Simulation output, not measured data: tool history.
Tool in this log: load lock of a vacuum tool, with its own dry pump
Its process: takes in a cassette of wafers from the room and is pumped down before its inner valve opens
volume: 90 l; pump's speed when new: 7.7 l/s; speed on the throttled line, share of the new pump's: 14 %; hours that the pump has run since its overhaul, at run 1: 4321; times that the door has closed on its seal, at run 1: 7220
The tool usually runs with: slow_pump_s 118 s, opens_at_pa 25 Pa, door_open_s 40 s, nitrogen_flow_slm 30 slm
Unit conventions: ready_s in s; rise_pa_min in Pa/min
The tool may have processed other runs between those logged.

run	hour	slow_pump_s	opens_at_pa	door_open_s	nitrogen_flow_slm	hours that the pump has run since its overhaul	times that the door has closed on its seal	incoming humidity of the room's air, %	ready_s	rise_pa_min
1	0	118	25	40	30	4321	7220	43.8	201.7	0.046
2	103.6	118	25	40	30	4425	7357	43.2	203.4	0.044
3	224	118	25	40	30	4546	7516	47	203.6	0.041
4	383.2	118	25	53	30	4705	7727	43.9	201.1	0.047
5	537.6	118	25	40	8	4859	7931	44.6	200.3	0.051
6	688.2	118	25	40	8	5010	8130	44.7	202.7	0.06
7	838.8	177	20	73	6	5160	8329	47.2	255.5	0.078
8	940.5	118	19	40	30	5262	8464	41.3	205.1	0.04
9	1095.9	118	30	40	27	5417	8669	44.5	199.7	0.045
10	1252.9	66	30	40	27	5574	8877	43.5	155.8	0.046
11	1422.1	167	29	40	27	5744	9101	42.8	245.2	0.046

Measured minus without-hidden-state, run by run (identical run-to-run variation in each term; gauge scatter may differ):
The hidden state here: pump's speed, % of a new pump's; leak at the door's seal, Pa l/s; drift of the gauge itself on ready_s, %; drift of the gauge itself on rise_pa_min, %.
run	ready_s	rise_pa_min
1	+2.9	+0.016
2	+2.9	+0.017
3	+3.1	+0.017
4	+3.1	+0.017
5	+3.2	+0.019
6	+3.4	+0.019
7	+3.2	+0.02
8	+3.7	+0.02
9	+3.6	+0.02
10	+4.1	+0.021
11	+3.6	+0.021
